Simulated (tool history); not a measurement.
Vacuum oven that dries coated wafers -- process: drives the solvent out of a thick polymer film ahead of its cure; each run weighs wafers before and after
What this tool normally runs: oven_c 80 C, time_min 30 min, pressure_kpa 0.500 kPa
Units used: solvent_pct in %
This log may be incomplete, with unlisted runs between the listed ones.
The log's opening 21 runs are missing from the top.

{"run": 22, "hour": 2044.6, "oven_c": 80, "time_min": 36, "pressure_kpa": 1.873, "solvent_pct": 4.03}
{"run": 23, "hour": 2099.7, "oven_c": 80, "time_min": 36, "pressure_kpa": 1.873, "solvent_pct": 4.05}
{"run": 24, "hour": 2220.0, "oven_c": 80, "time_min": 44, "pressure_kpa": 0.5, "solvent_pct": 1.84}
{"hour": 2255.3, "done": "vacuum gauge cleaned of residue and calibrated"}
{"run": 25, "hour": 2352.0, "oven_c": 72, "time_min": 23, "pressure_kpa": 0.58, "solvent_pct": 5.02}
{"run": 26, "hour": 2483.1, "oven_c": 80, "time_min": 21, "pressure_kpa": 1.411, "solvent_pct": 4.0}
{"run": 27, "hour": 2564.7, "oven_c": 86, "time_min": 35, "pressure_kpa": 0.5, "solvent_pct": 0.84}
{"run": 28, "hour": 2652.7, "oven_c": 78, "time_min": 33, "pressure_kpa": 0.825, "solvent_pct": 2.24}
{"run": 29, "hour": 2755.8, "oven_c": 69, "time_min": 42, "pressure_kpa": 0.403, "solvent_pct": 3.1}
{"run": 30, "hour": 2826.2, "oven_c": 92, "time_min": 53, "pressure_kpa": 0.5, "solvent_pct": 0.62}
{"run": 31, "hour": 2931.1, "oven_c": 92, "time_min": 53, "pressure_kpa": 0.5, "solvent_pct": 0.57}

Here are 5 independent what-if runs from the current tool condition. What would each one return?
{"run": "A", "hour": 3036.5, "oven_c": 70, "time_min": 29, "pressure_kpa": 0.303, "solvent_pct": "?"}
{"run": "B", "hour": 3036.5, "oven_c": 83, "time_min": 53, "pressure_kpa": 0.637, "solvent_pct": "?"}
{"run": "C", "hour": 3036.5, "oven_c": 92, "time_min": 24, "pressure_kpa": 0.434, "solvent_pct": "?"}
{"run": "D", "hour": 3036.5, "oven_c": 86, "time_min": 21, "pressure_kpa": 1.488, "solvent_pct": "?"}
{"run": "E", "hour": 3036.5, "oven_c": 72, "time_min": 19, "pressure_kpa": 1.703, "solvent_pct": "?"}

run=A solvent_pct=4.41
run=B solvent_pct=1.10
run=C solvent_pct=0.75
run=D solvent_pct=2.80
run=E solvent_pct=8.42
The same runs, with their run-to-run variation unchanged, on a tool lacking any hidden condition would have given:
run=A solvent_pct=3.75
run=B solvent_pct=0.85
run=C solvent_pct=0.56
run=D solvent_pct=2.43
run=E solvent_pct=7.74
